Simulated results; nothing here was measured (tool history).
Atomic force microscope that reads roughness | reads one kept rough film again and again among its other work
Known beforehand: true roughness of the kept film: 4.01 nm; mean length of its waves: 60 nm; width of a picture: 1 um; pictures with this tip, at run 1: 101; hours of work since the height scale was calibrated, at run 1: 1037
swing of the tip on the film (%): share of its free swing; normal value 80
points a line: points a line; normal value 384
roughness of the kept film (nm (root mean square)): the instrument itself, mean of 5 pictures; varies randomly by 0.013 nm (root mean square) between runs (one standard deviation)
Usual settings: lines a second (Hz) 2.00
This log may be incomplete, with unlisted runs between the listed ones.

run,hour,lines a second (Hz),swing of the tip on the film (%),points a line,pictures with this tip,hours of work since the height scale was calibrated,roughness of the kept film (nm (root mean square))
1,0.0,2.00,80,384,101,1037,3.041
2,24.2,2.00,80,384,138,1056,3.015
3,46.9,2.00,80,384,172,1074,2.989
# hour 69.2: new tip fitted
4,82.5,2.00,80,384,20,1101,3.124
5,131.7,2.00,80,384,95,1140,3.045
6,160.2,2.00,80,384,139,1163,3.017
7,187.1,2.45,80,384,180,1184,2.834
# hour 201.9: new tip fitted
8,225.1,2.45,80,384,35,1214,3.006
9,250.0,2.45,80,384,73,1234,2.931
10,279.1,2.45,80,384,118,1257,2.894
11,308.2,2.45,80,384,162,1280,2.872
# hour 336.1: new tip fitted
12,353.8,2.45,80,384,27,1316,2.977
13,374.7,2.45,80,384,59,1332,2.954
14,413.6,2.00,80,384,119,1363,3.026
15,447.4,2.00,80,384,171,1390,2.953
# hour 467.5: new tip fitted
16,490.4,2.00,80,384,35,1423,3.115
17,515.8,2.00,80,384,73,1444,3.056
18,541.6,2.00,80,384,113,1464,3.018
19,591.1,2.00,80,384,189,1503,2.926
# hour 598.9: new tip fitted
20,612.6,2.00,62,752,21,1520,3.520
21,643.6,2.00,80,497,68,1544,3.099
22,680.3,2.00,80,497,124,1573,3.005
# hour 730.4: new tip fitted
23,730.4,2.00,81,788,0,1613,3.108
# hour 763.5: height scale calibrated on a step standard
24,768.0,2.42,84,406,56,4,2.863
25,812.7,2.42,84,406,124,39,2.833
26,846.0,1.39,80,990,175,65,3.180
# hour 862.3: new tip fitted
27,873.4,1.39,80,990,17,87,3.332
28,911.1,1.39,80,990,74,117,3.292
29,949.5,0.55,80,851,133,147,3.519
30,977.6,1.42,80,339,176,169,3.164
# hour 995.7: new tip fitted
31,1014.9,1.42,80,339,29,198,3.319
32,1039.9,1.42,80,339,67,218,3.277
33,1078.5,2.52,76,271,127,249,3.023
34,1110.7,1.45,61,271,176,274,3.480
# hour 1129.1: new tip fitted
35,1149.1,2.28,63,271,31,304,3.521

Branching from run 35: 5 alternative next runs. What would each branch give?
A,1170.1,0.85,58,355,63,321,?
B,1170.1,3.99,63,626,63,321,?
C,1170.1,1.20,80,830,63,321,?
D,1170.1,1.57,67,770,63,321,?
E,1170.1,2.28,68,271,63,321,?

run,roughness of the kept film (nm (root mean square))
A,3.701
B,3.252
C,3.374
D,3.511
E,3.350
Without the tool's unlogged condition, the same runs would have read:
run,roughness of the kept film (nm (root mean square))
A,3.798
B,3.337
C,3.462
D,3.603
E,3.438

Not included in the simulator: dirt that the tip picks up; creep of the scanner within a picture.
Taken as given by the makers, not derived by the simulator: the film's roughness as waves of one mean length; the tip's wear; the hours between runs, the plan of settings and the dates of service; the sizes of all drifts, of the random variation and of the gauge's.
